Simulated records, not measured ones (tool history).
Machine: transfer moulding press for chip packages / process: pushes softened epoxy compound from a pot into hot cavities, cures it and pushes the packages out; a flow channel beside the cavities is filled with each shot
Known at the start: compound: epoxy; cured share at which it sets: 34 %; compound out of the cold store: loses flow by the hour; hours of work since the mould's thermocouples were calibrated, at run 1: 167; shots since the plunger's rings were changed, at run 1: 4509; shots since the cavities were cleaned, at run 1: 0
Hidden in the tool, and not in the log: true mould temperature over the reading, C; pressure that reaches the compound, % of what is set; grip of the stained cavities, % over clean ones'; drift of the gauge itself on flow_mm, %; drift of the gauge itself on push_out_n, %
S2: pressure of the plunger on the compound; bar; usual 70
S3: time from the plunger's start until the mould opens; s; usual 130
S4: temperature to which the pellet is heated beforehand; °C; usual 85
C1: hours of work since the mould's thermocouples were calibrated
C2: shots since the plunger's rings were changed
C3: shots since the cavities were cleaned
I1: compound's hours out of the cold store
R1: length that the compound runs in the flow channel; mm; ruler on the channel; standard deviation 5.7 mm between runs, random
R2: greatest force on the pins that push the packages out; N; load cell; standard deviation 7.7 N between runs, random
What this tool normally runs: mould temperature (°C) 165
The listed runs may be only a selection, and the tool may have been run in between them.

Run 1, day 0: usual settings; C1 167; C2 4509; C3 0; I1 23.3. Result: R1 550 mm, R2 347 N.
At day 0.958: plunger's sealing rings changed.
Run 2, day 1.517: usual settings but S4 84 °C; C1 192; C2 134; C3 339; I1 8.1. Result: R1 627 mm, R2 464 N.
At day 3.921: cavities cleaned with cleaning compound and waxed.
Run 3, day 4.225: usual settings but S4 84 °C; C1 239; C2 769; C3 73; I1 46.3. Result: R1 545 mm, R2 359 N.
Run 4, day 6.208: usual settings but S4 84 °C; C1 273; C2 1245; C3 549; I1 40.1. Result: R1 542 mm, R2 504 N.
At day 7.729: cavities cleaned with cleaning compound and waxed.
Run 5, day 8.108: usual settings but S4 84 °C; C1 306; C2 1686; C3 91; I1 27.9. Result: R1 567 mm, R2 400 N.
Run 6, day 9.712: usual settings but S4 84 °C; C1 334; C2 2071; C3 476; I1 29.5. Result: R1 558 mm, R2 493 N.
Run 7, day 11.054: usual settings but S4 84 °C; C1 358; C2 2393; C3 798; I1 20.5. Result: R1 580 mm, R2 561 N.
At day 11.688: cavities cleaned with cleaning compound and waxed.
Run 8, day 12.592: usual settings; C1 384; C2 2747; C3 216; I1 34.9. Result: R1 555 mm, R2 425 N.
Run 9, day 14.492: usual settings; C1 417; C2 3204; C3 673; I1 9.8. Result: R1 591 mm, R2 563 N.
At day 15.425: mould's thermocouples calibrated.
At day 15.683: cavities cleaned with cleaning compound and waxed.
Run 10, day 15.912: usual settings; C1 7; C2 3510; C3 56; I1 16.1. Result: R1 574 mm, R2 373 N.
Run 11, day 18.129: usual settings but mould temperature (°C) 160, S2 79.9 bar, S3 156 s, S4 77 °C; C1 46; C2 4041; C3 587; I1 8.1. Result: R1 647 mm, R2 528 N.
At day 19.671: cavities cleaned with cleaning compound and waxed.
Run 12, day 20.283: usual settings but S2 62.6 bar, S4 82 °C; C1 83; C2 4543; C3 147; I1 44.3. Result: R1 489 mm, R2 384 N.
At day 21.058: plunger's sealing rings changed.
Run 13, day 23.017: usual settings but S2 62.6 bar, S4 82 °C; C1 130; C2 470; C3 778; I1 20. Result: R1 554 mm, R2 533 N.
At day 23.583: cavities cleaned with cleaning compound and waxed.
Run 14, day 24.304: usual settings but S2 62.6 bar, S4 82 °C; C1 151; C2 764; C3 173; I1 42.5. Result: R1 526 mm, R2 375 N.
Run 15, day 27.004: usual settings but mould temperature (°C) 161, S2 62.6 bar, S4 82 °C; C1 199; C2 1412; C3 821; I1 45.9. Result: R1 527 mm, R2 672 N.
At day 27.408: cavities cleaned with cleaning compound and waxed.
Run 16, day 29.042: usual settings but mould temperature (°C) 161, S2 62.6 bar, S3 126 s, S4 82 °C; C1 233; C2 1886; C3 392; I1 19.8. Result: R1 552 mm, R2 639 N.
At day 31.354: cavities cleaned with cleaning compound and waxed.
Run 17, day 31.362: usual settings but mould temperature (°C) 161, S2 62.6 bar, S3 126 s, S4 82 °C; C1 273; C2 2428; C3 2; I1 22.1. Result: R1 548 mm, R2 448 N.
Run 18, day 33.642: usual settings but mould temperature (°C) 161, S2 72.4 bar, S3 112 s, S4 81 °C; C1 313; C2 2975; C3 549; I1 37.4. Result: R1 559 mm, R2 836 N.
At day 35.275: cavities cleaned with cleaning compound and waxed.
Run 19, day 35.454: usual settings but mould temperature (°C) 161, S2 72.4 bar, S3 112 s, S4 84 °C; C1 344; C2 3395; C3 43; I1 16.8. Result: R1 598 mm, R2 656 N.

Alternative continuations, all from the tool just after run 19; predict every row:
Run A, day 37.658: usual settings but mould temperature (°C) 161, S2 72.4 bar, S3 117 s, S4 82 °C; C1 383; C2 3924; C3 572; I1 10.2. Result: R1 ?, R2 ?.
Run B, day 37.658: usual settings but S2 75.8 bar, S3 155 s, S4 86 °C; C1 383; C2 3924; C3 572; I1 12.9. Result: R1 ?, R2 ?.
Run C, day 37.658: usual settings but mould temperature (°C) 172, S2 73 bar, S3 167 s; C1 383; C2 3924; C3 572; I1 29.5. Result: R1 ?, R2 ?.
Run D, day 37.658: usual settings but mould temperature (°C) 167, S4 93 °C; C1 383; C2 3924; C3 572; I1 28.9. Result: R1 ?, R2 ?.

run   R1   R2
  A  604  822
  B  603  440
  C  538  421
  D  540  460
With the hidden condition removed and each run's random variation left untouched, the same runs would have given:
run   R1   R2
  A  638  527
  B  637  289
  C  569  277
  D  571  300
